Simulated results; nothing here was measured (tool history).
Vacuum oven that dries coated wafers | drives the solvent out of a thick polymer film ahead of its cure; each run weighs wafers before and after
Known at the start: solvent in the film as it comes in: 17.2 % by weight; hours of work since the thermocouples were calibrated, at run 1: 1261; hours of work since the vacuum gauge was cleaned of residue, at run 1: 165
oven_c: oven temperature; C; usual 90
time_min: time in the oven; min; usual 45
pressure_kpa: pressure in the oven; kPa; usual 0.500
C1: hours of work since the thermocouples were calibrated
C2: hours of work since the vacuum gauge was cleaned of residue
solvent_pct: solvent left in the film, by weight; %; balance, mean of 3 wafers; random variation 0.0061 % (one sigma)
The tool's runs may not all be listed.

run 1 hour=0.0 | oven_c=90 time_min=45 pressure_kpa=0.500 | C1=1261 C2=165 | solvent_pct=0.889
run 2 hour=12.4 | oven_c=90 time_min=45 pressure_kpa=0.500 | C1=1267 C2=170 | solvent_pct=0.886
run 3 hour=21.5 | oven_c=90 time_min=47 pressure_kpa=0.500 | C1=1271 C2=174 | solvent_pct=0.812
run 4 hour=39.4 | oven_c=90 time_min=47 pressure_kpa=0.500 | C1=1279 C2=183 | solvent_pct=0.809
run 5 hour=49.9 | oven_c=90 time_min=47 pressure_kpa=0.500 | C1=1284 C2=187 | solvent_pct=0.801
run 6 hour=64.0 | oven_c=97 time_min=71 pressure_kpa=0.500 | C1=1290 C2=194 | solvent_pct=0.199
run 7 hour=73.1 | oven_c=92 time_min=44 pressure_kpa=1.137 | C1=1294 C2=198 | solvent_pct=0.934
run 8 hour=86.1 | oven_c=92 time_min=58 pressure_kpa=0.776 | C1=1300 C2=204 | solvent_pct=0.494
run 9 hour=95.7 | oven_c=101 time_min=29 pressure_kpa=1.149 | C1=1305 C2=208 | solvent_pct=0.585
run 10 hour=106.6 | oven_c=101 time_min=29 pressure_kpa=1.149 | C1=1310 C2=213 | solvent_pct=0.590

Forecast each of these 4 alternatives for the next run:
run A hour=124.1 | oven_c=91 time_min=25 pressure_kpa=0.703 | C1=1317 C2=221 | solvent_pct=?
run B hour=124.1 | oven_c=94 time_min=39 pressure_kpa=0.414 | C1=1317 C2=221 | solvent_pct=?
run C hour=124.1 | oven_c=82 time_min=44 pressure_kpa=0.448 | C1=1317 C2=221 | solvent_pct=?
run D hour=124.1 | oven_c=95 time_min=30 pressure_kpa=1.813 | C1=1317 C2=221 | solvent_pct=?

run=A solvent_pct=2.531
run=B solvent_pct=0.593
run=C solvent_pct=2.796
run=D solvent_pct=1.464
Without the tool's hidden state the same runs would have given:
run=A solvent_pct=2.756
run=B solvent_pct=0.670
run=C solvent_pct=3.039
run=D solvent_pct=1.595
